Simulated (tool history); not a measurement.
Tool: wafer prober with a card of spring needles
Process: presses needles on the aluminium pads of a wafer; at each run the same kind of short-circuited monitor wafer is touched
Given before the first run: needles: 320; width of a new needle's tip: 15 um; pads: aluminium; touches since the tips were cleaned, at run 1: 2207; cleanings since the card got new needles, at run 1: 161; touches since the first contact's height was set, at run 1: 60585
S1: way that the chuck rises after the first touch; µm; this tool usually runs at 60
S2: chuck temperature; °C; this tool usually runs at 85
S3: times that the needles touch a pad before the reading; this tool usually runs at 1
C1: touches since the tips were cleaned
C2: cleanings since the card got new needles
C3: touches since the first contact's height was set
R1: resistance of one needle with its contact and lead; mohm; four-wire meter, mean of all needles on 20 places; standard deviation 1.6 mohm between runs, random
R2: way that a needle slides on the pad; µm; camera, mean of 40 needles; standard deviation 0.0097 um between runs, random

Run 1, day 0: usual settings; C1 2207; C2 161; C3 60585. Result: R1 162 mohm, R2 7.431 µm.
At day 0.3: height of the first contact set anew.
At day 0.45: tips cleaned on abrasive film.
At day 1.171: tips cleaned on abrasive film.
Run 2, day 1.321: usual settings; C1 1351; C2 163; C3 9134. Result: R1 161 mohm, R2 7.422 µm.
At day 1.754: tips cleaned on abrasive film.
At day 2.446: tips cleaned on abrasive film.
At day 3.15: tips cleaned on abrasive film.
Run 3, day 3.721: usual settings; C1 5166; C2 166; C3 30681. Result: R1 159 mohm, R2 7.416 µm.
At day 3.854: tips cleaned on abrasive film.
At day 4.558: tips cleaned on abrasive film.
Run 4, day 4.883: usual settings; C1 2901; C2 168; C3 41057. Result: R1 164 mohm, R2 7.402 µm.
At day 5.171: tips cleaned on abrasive film.
At day 5.754: tips cleaned on abrasive film.
At day 6.475: tips cleaned on abrasive film.
At day 7.079: tips cleaned on abrasive film.
Run 5, day 7.079: usual settings but S2 37 °C; C1 0; C2 172; C3 60726. Result: R1 155 mohm, R2 7.394 µm.
At day 7.379: height of the first contact set anew.
At day 7.817: tips cleaned on abrasive film.
At day 8.525: tips cleaned on abrasive film.
At day 9.2: tips cleaned on abrasive film.
Run 6, day 9.2: usual settings but S2 37 °C; C1 0; C2 175; C3 16316. Result: R1 152 mohm, R2 7.398 µm.
At day 9.925: tips cleaned on abrasive film.
At day 10.646: tips cleaned on abrasive film.
Run 7, day 10.8: usual settings but S2 37 °C; C1 1380; C2 177; C3 30669. Result: R1 153 mohm, R2 7.377 µm.
At day 11.358: tips cleaned on abrasive film.
At day 11.962: tips cleaned on abrasive film.
Run 8, day 11.962: usual settings but S2 37 °C; C1 0; C2 179; C3 41079. Result: R1 153 mohm, R2 7.38 µm.
At day 12.542: tips cleaned on abrasive film.
At day 13.246: tips cleaned on abrasive film.
Run 9, day 13.421: usual settings but S2 37 °C; C1 1611; C2 181; C3 54173. Result: R1 152 mohm, R2 7.365 µm.
At day 13.854: tips cleaned on abrasive film.
At day 14.442: height of the first contact set anew.
At day 14.575: tips cleaned on abrasive film.
At day 15.283: tips cleaned on abrasive film.
Run 10, day 15.346: usual settings but S1 80 µm; C1 547; C2 184; C3 8072. Result: R1 158 mohm, R2 9.829 µm.
At day 15.925: tips cleaned on abrasive film.
At day 16.504: tips cleaned on abrasive film.
At day 17.217: tips cleaned on abrasive film.
At day 17.717: card fitted with new needles.
At day 18.421: tips cleaned on abrasive film.
Run 11, day 18.638: usual settings but S2 60 °C; C1 1945; C2 1; C3 8286. Result: R1 157 mohm, R2 7.355 µm.
At day 19.075: tips cleaned on abrasive film.
At day 19.758: tips cleaned on abrasive film.
At day 20.483: tips cleaned on abrasive film.
Run 12, day 21.05: usual settings but S2 32 °C, S3 2; C1 5126; C2 4; C3 29934. Result: R1 154 mohm, R2 7.35 µm.
At day 21.2: tips cleaned on abrasive film.
At day 21.921: tips cleaned on abrasive film.
Run 13, day 22.288: usual settings but S1 64 µm, S2 39 °C, S3 2; C1 3299; C2 6; C3 41014. Result: R1 153 mohm, R2 7.834 µm.
At day 22.575: tips cleaned on abrasive film.
At day 23.3: tips cleaned on abrasive film.
At day 24.021: tips cleaned on abrasive film.
At day 24.6: tips cleaned on abrasive film.
At day 24.758: height of the first contact set anew.
Run 14, day 24.833: usual settings but S1 64 µm, S2 39 °C, S3 2; C1 1979; C2 10; C3 683. Result: R1 152 mohm, R2 7.831 µm.
At day 25.233: tips cleaned on abrasive film.
At day 25.925: tips cleaned on abrasive film.
Run 15, day 26.229: usual settings but S1 64 µm, S3 2; C1 2748; C2 12; C3 13207. Result: R1 161 mohm, R2 7.827 µm.
At day 26.521: tips cleaned on abrasive film.
At day 27.221: tips cleaned on abrasive film.
At day 27.925: tips cleaned on abrasive film.
Run 16, day 28.292: usual settings but S1 62 µm, S2 50 °C, S3 2; C1 3315; C2 15; C3 31709. Result: R1 156 mohm, R2 7.589 µm.
At day 28.588: tips cleaned on abrasive film.
At day 29.246: tips cleaned on abrasive film.
At day 29.971: tips cleaned on abrasive film.
At day 30.671: tips cleaned on abrasive film.
Run 17, day 30.717: usual settings but S2 62 °C; C1 392; C2 19; C3 53411. Result: R1 158 mohm, R2 7.314 µm.
At day 31.292: gauge calibrated.
At day 31.296: tips cleaned on abrasive film.
At day 31.742: height of the first contact set anew.
At day 31.908: tips cleaned on abrasive film.
Run 18, day 31.908: usual settings but S1 73 µm, S2 56 °C; C1 0; C2 21; C3 1477. Result: R1 156 mohm, R2 9.021 µm.
At day 32.629: tips cleaned on abrasive film.
At day 33.35: tips cleaned on abrasive film.
At day 34.075: tips cleaned on abrasive film.
Run 19, day 34.333: usual settings but S1 51 µm, S2 56 °C, S3 2; C1 2354; C2 24; C3 23256. Result: R1 159 mohm, R2 6.329 µm.
At day 34.771: tips cleaned on abrasive film.
At day 35.446: tips cleaned on abrasive film.
At day 36.146: tips cleaned on abrasive film.
Run 20, day 36.642: usual settings but S1 41 µm, S2 62 °C, S3 2; C1 4484; C2 27; C3 43948. Result: R1 163 mohm, R2 5.068 µm.
At day 36.767: tips cleaned on abrasive film.
At day 37.488: tips cleaned on abrasive film.
Run 21, day 37.888: usual settings but S2 32 °C; C1 3604; C2 29; C3 55118. Result: R1 154 mohm, R2 7.396 µm.

Across each entry between runs, compare the hidden state at the last listed run before it with the hidden state at the first listed run after it:
Runs 1 to 2: height of the first contact set anew (day 0.3); tips cleaned on abrasive film (day 0.45); tips cleaned on abrasive film (day 1.171)
  drift of the gauge itself on scrub_um, %: 0 -> -0.06
  measured result minus the result with no hidden state, R2: +0 -> -0.005 µm
Runs 2 to 3: tips cleaned on abrasive film (day 1.754); tips cleaned on abrasive film (day 2.446); tips cleaned on abrasive film (day 3.15)
  debris on the tips, nm: 0.1 -> 0.2; drift of the gauge itself on scrub_um, %: -0.06 -> -0.18
  measured result minus the result with no hidden state, R2: -0.005 -> -0.013 µm
Runs 3 to 4: tips cleaned on abrasive film (day 3.854); tips cleaned on abrasive film (day 4.558)
  debris on the tips, nm: 0.2 -> 0.1; drift of the gauge itself on scrub_um, %: -0.18 -> -0.24
  measured result minus the result with no hidden state, R2: -0.013 -> -0.017 µm
Runs 4 to 5: tips cleaned on abrasive film (day 5.171); tips cleaned on abrasive film (day 5.754); tips cleaned on abrasive film (day 6.475); tips cleaned on abrasive film (day 7.079)
  debris on the tips, nm: 0.1 -> 0; drift of the gauge itself on scrub_um, %: -0.24 -> -0.35
  measured result minus the result with no hidden state, R2: -0.017 -> -0.026 µm
Runs 5 to 6: height of the first contact set anew (day 7.379); tips cleaned on abrasive film (day 7.817); tips cleaned on abrasive film (day 8.525); tips cleaned on abrasive film (day 9.2)
  drift of the gauge itself on scrub_um, %: -0.35 -> -0.45
  measured result minus the result with no hidden state, R2: -0.026 -> -0.034 µm
Runs 6 to 7: tips cleaned on abrasive film (day 9.925); tips cleaned on abrasive film (day 10.646)
  debris on the tips, nm: 0 -> 0.1; drift of the gauge itself on scrub_um, %: -0.45 -> -0.53
  measured result minus the result with no hidden state, R2: -0.034 -> -0.039 µm
Runs 7 to 8: tips cleaned on abrasive film (day 11.358); tips cleaned on abrasive film (day 11.962)
  debris on the tips, nm: 0.1 -> 0; drift of the gauge itself on scrub_um, %: -0.53 -> -0.58
  measured result minus the result with no hidden state, R2: -0.039 -> -0.043 µm
Runs 8 to 9: tips cleaned on abrasive film (day 12.542); tips cleaned on abrasive film (day 13.246)
  debris on the tips, nm: 0 -> 0.1; drift of the gauge itself on scrub_um, %: -0.58 -> -0.65
  measured result minus the result with no hidden state, R2: -0.043 -> -0.049 µm
Runs 9 to 10: tips cleaned on abrasive film (day 13.854); height of the first contact set anew (day 14.442); tips cleaned on abrasive film (day 14.575); tips cleaned on abrasive film (day 15.283)
  debris on the tips, nm: 0.1 -> 0; drift of the gauge itself on scrub_um, %: -0.65 -> -0.75
  measured result minus the result with no hidden state, R2: -0.049 -> -0.074 µm
Runs 10 to 11: tips cleaned on abrasive film (day 15.925); tips cleaned on abrasive film (day 16.504); tips cleaned on abrasive film (day 17.217); card fitted with new needles (day 17.717); tips cleaned on abrasive film (day 18.421)
  debris on the tips, nm: 0 -> 0.1; tips' diameter, um: 15.01 -> 15; drift of the gauge itself on scrub_um, %: -0.75 -> -0.88
  measured result minus the result with no hidden state, R2: -0.074 -> -0.066 µm
Runs 11 to 12: tips cleaned on abrasive film (day 19.075); tips cleaned on abrasive film (day 19.758); tips cleaned on abrasive film (day 20.483)
  debris on the tips, nm: 0.1 -> 0.2; drift of the gauge itself on scrub_um, %: -0.88 -> -1
  measured result minus the result with no hidden state, R2: -0.066 -> -0.075 µm
Runs 12 to 13: tips cleaned on abrasive film (day 21.2); tips cleaned on abrasive film (day 21.921)
  drift of the gauge itself on scrub_um, %: -1 -> -1.06
  measured result minus the result with no hidden state, R2: -0.075 -> -0.085 µm
Runs 13 to 14: tips cleaned on abrasive film (day 22.575); tips cleaned on abrasive film (day 23.3); tips cleaned on abrasive film (day 24.021); tips cleaned on abrasive film (day 24.6); height of the first contact set anew (day 24.758)
  debris on the tips, nm: 0.2 -> 0.1; drift of the gauge itself on scrub_um, %: -1.06 -> -1.19
  measured result minus the result with no hidden state, R2: -0.085 -> -0.094 µm
Runs 14 to 15: tips cleaned on abrasive film (day 25.233); tips cleaned on abrasive film (day 25.925)
  drift of the gauge itself on scrub_um, %: -1.19 -> -1.25
  measured result minus the result with no hidden state, R2: -0.094 -> -0.099 µm
Runs 15 to 16: tips cleaned on abrasive film (day 26.521); tips cleaned on abrasive film (day 27.221); tips cleaned on abrasive film (day 27.925)
  debris on the tips, nm: 0.1 -> 0.2; drift of the gauge itself on scrub_um, %: -1.25 -> -1.36
  measured result minus the result with no hidden state, R2: -0.099 -> -0.104 µm
Runs 16 to 17: tips cleaned on abrasive film (day 28.588); tips cleaned on abrasive film (day 29.246); tips cleaned on abrasive film (day 29.971); tips cleaned on abrasive film (day 30.671)
  debris on the tips, nm: 0.2 -> 0; drift of the gauge itself on scrub_um, %: -1.36 -> -1.47
  measured result minus the result with no hidden state, R2: -0.104 -> -0.109 µm
Runs 17 to 18: gauge calibrated (day 31.292); tips cleaned on abrasive film (day 31.296); height of the first contact set anew (day 31.742); tips cleaned on abrasive film (day 31.908)
  drift of the gauge itself on scrub_um, %: -1.47 -> -0.03
  measured result minus the result with no hidden state, R2: -0.109 -> -0.002 µm
Runs 18 to 19: tips cleaned on abrasive film (day 32.629); tips cleaned on abrasive film (day 33.35); tips cleaned on abrasive film (day 34.075)
  debris on the tips, nm: 0 -> 0.1; drift of the gauge itself on scrub_um, %: -0.03 -> -0.15
  measured result minus the result with no hidden state, R2: -0.002 -> -0.009 µm
Runs 19 to 20: tips cleaned on abrasive film (day 34.771); tips cleaned on abrasive film (day 35.446); tips cleaned on abrasive film (day 36.146)
  debris on the tips, nm: 0.1 -> 0.2; drift of the gauge itself on scrub_um, %: -0.15 -> -0.26
  measured result minus the result with no hidden state, R2: -0.009 -> -0.013 µm
Runs 20 to 21: tips cleaned on abrasive film (day 36.767); tips cleaned on abrasive film (day 37.488)
  drift of the gauge itself on scrub_um, %: -0.26 -> -0.32
  measured result minus the result with no hidden state, R2: -0.013 -> -0.024 µm
